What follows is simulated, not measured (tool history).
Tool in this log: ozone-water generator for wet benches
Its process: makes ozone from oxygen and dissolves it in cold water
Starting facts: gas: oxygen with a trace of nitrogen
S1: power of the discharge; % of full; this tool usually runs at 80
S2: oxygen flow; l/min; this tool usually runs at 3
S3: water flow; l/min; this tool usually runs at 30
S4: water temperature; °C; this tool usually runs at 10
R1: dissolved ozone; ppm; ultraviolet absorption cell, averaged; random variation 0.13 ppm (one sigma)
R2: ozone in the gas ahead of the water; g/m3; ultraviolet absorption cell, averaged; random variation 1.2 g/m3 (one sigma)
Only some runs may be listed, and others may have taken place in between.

run 1 hour=0 | S1=80 S2=3 S3=30 S4=10 | R1=14.2 R2=212.7
run 2 hour=55 | S1=80 S2=3 S3=30 S4=10 | R1=14.2 R2=209.8
run 3 hour=101.6 | S1=80 S2=3 S3=30 S4=10 | R1=14.4 R2=213.2
run 4 hour=136 | S1=80 S2=3 S3=30 S4=10 | R1=14.3 R2=209.9
run 5 hour=207.3 | S1=80 S2=3 S3=30 S4=10 | R1=14.3 R2=211.2
run 6 hour=273.2 | S1=80 S2=3 S3=30 S4=10 | R1=14.4 R2=211.1
run 7 hour=313.1 | S1=80 S2=3 S3=30 S4=10 | R1=14.2 R2=214.4
run 8 hour=348.8 | S1=80 S2=1.85 S3=30 S4=10 | R1=13.3 R2=297
run 9 hour=409.7 | S1=80 S2=3 S3=28 S4=10 | R1=15.5 R2=211.5
run 10 hour=441.8 | S1=80 S2=3 S3=30 S4=6 | R1=14.6 R2=212.4
run 11 hour=482.6 | S1=55 S2=3 S3=30 S4=10 | R1=11.4 R2=168
run 12 hour=519.5 | S1=80 S2=3 S3=30 S4=10 | R1=14.4 R2=213.9
run 13 hour=572.9 | S1=80 S2=3 S3=30 S4=5 | R1=14.7 R2=213.4
run 14 hour=625.5 | S1=80 S2=3 S3=30 S4=5 | R1=14.8 R2=213.5
run 15 hour=702.5 | S1=80 S2=3 S3=30 S4=10 | R1=14.3 R2=213.8
run 16 hour=769.1 | S1=80 S2=3 S3=30 S4=10 | R1=14.3 R2=215.2
run 17 hour=809.6 | S1=80 S2=3 S3=30 S4=10 | R1=14.3 R2=214.3
run 18 hour=847.4 | S1=80 S2=3 S3=30 S4=10 | R1=14.4 R2=214
run 19 hour=880 | S1=80 S2=1.87 S3=30 S4=11 | R1=13.4 R2=298.3
run 20 hour=931.9 | S1=80 S2=1.87 S3=30 S4=11 | R1=13.3 R2=297
run 21 hour=975.2 | S1=80 S2=1.87 S3=30 S4=11 | R1=13.2 R2=294.1
run 22 hour=1036.6 | S1=80 S2=3 S3=30 S4=10 | R1=14.1 R2=213.7
run 23 hour=1099.5 | S1=80 S2=4.55 S3=45 S4=10 | R1=9.5 R2=160.4
run 24 hour=1163.9 | S1=87 S2=4.55 S3=45 S4=12 | R1=10 R2=170.3
run 25 hour=1198.2 | S1=87 S2=2.16 S3=45 S4=6 | R1=9 R2=287.6
run 26 hour=1271.8 | S1=83 S2=3 S3=36 S4=10 | R1=11.9 R2=219.6
run 27 hour=1310 | S1=52 S2=5.21 S3=30 S4=10 | R1=11.4 R2=110.7
run 28 hour=1362.2 | S1=80 S2=3 S3=21 S4=10 | R1=20.5 R2=215.3
run 29 hour=1398.9 | S1=80 S2=3 S3=21 S4=10 | R1=20.6 R2=214.8
run 30 hour=1458.7 | S1=53 S2=4.35 S3=22 S4=10 | R1=15.2 R2=127.2
run 31 hour=1500.5 | S1=53 S2=4.35 S3=22 S4=10 | R1=15 R2=128.1
run 32 hour=1569.7 | S1=80 S2=3 S3=43 S4=10 | R1=9.4 R2=215.5

Here are 4 independent what-if runs from the current tool condition. What would each one return?
run A hour=1630 | S1=71 S2=3 S3=30 S4=10 | R1=? R2=?
run B hour=1630 | S1=40 S2=2.29 S3=19 S4=10 | R1=? R2=?
run C hour=1630 | S1=52 S2=3 S3=22 S4=8 | R1=? R2=?
run D hour=1630 | S1=80 S2=3 S3=20 S4=15 | R1=? R2=?

run=A R1=13.2 R2=200.8
run=B R1=14 R2=166.6
run=C R1=15.2 R2=164.5
run=D R1=20.2 R2=215.3
Take away the tool's hidden state, keep each run's random variation, and the runs would have read:
run=A R1=13.2 R2=196.3
run=B R1=14 R2=162.9
run=C R1=15.2 R2=160.8
run=D R1=20.3 R2=210.5

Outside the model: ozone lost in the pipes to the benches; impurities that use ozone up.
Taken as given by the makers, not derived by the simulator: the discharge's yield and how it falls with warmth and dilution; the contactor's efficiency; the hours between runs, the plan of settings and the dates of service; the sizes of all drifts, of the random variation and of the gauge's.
